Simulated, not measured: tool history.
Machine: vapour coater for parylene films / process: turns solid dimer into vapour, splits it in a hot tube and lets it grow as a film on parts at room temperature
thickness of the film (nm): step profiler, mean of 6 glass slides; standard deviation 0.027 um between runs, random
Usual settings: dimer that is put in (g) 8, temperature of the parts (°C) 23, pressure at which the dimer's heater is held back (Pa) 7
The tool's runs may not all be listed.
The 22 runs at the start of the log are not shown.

| run | day | dimer that is put in (g) | temperature of the parts (°C) | pressure at which the dimer's heater is held back (Pa) | thickness of the film (nm) |
|---|---|---|---|---|---|
| 23 | 40.571 | 9 | 23 | 7 | 2310 |
| 24 | 42.433 | 4 | 23 | 2.22 | 1070 |
|  | 44.242 | trap's valve overhauled |
| 25 | 44.721 | 4 | 23 | 2.22 | 1200 |
| 26 | 46.05 | 8 | 20 | 5.55 | 2460 |
| 27 | 48.771 | 8 | 20 | 5.55 | 2410 |
| 28 | 51.083 | 4 | 23 | 7 | 1090 |
| 29 | 52.283 | 5 | 22 | 7 | 1370 |
| 30 | 53.521 | 5 | 22 | 7 | 1380 |
| 31 | 55.05 | 13 | 22 | 2.89 | 3670 |
| 32 | 56.65 | 4 | 30 | 5.95 | 840 |
| 33 | 59.321 | 4 | 30 | 5.95 | 840 |
| 34 | 61.296 | 11 | 23 | 5.19 | 2800 |
|  | 62.642 | trap's valve overhauled |
| 35 | 62.883 | 3 | 23 | 2.51 | 890 |
| 36 | 64.588 | 6 | 20 | 7 | 1800 |
| 37 | 66.012 | 6 | 20 | 7 | 1780 |
| 38 | 67.196 | 8 | 18 | 3.01 | 2660 |
| 39 | 68.612 | 6 | 23 | 3.22 | 1700 |
| 40 | 71.342 | 6 | 23 | 3.22 | 1640 |
| 41 | 74.038 | 6 | 23 | 3.22 | 1640 |
| 42 | 75.454 | 6 | 23 | 3.22 | 1660 |

3 ways to go on from here, each from the tool as it stands after run 42. What would each give?
| A | 77.938 | 6 | 23 | 8.71 | ? |
| B | 77.938 | 5 | 23 | 2.8 | ? |
| C | 77.938 | 7 | 23 | 4.86 | ? |

| run | thickness of the film (nm) |
|---|---|
| A | 1500 |
| B | 1350 |
| C | 1810 |
With the hidden condition removed and each run's random variation left untouched, the same runs would have given:
| run | thickness of the film (nm) |
|---|---|
| A | 1690 |
| B | 1520 |
| C | 2050 |
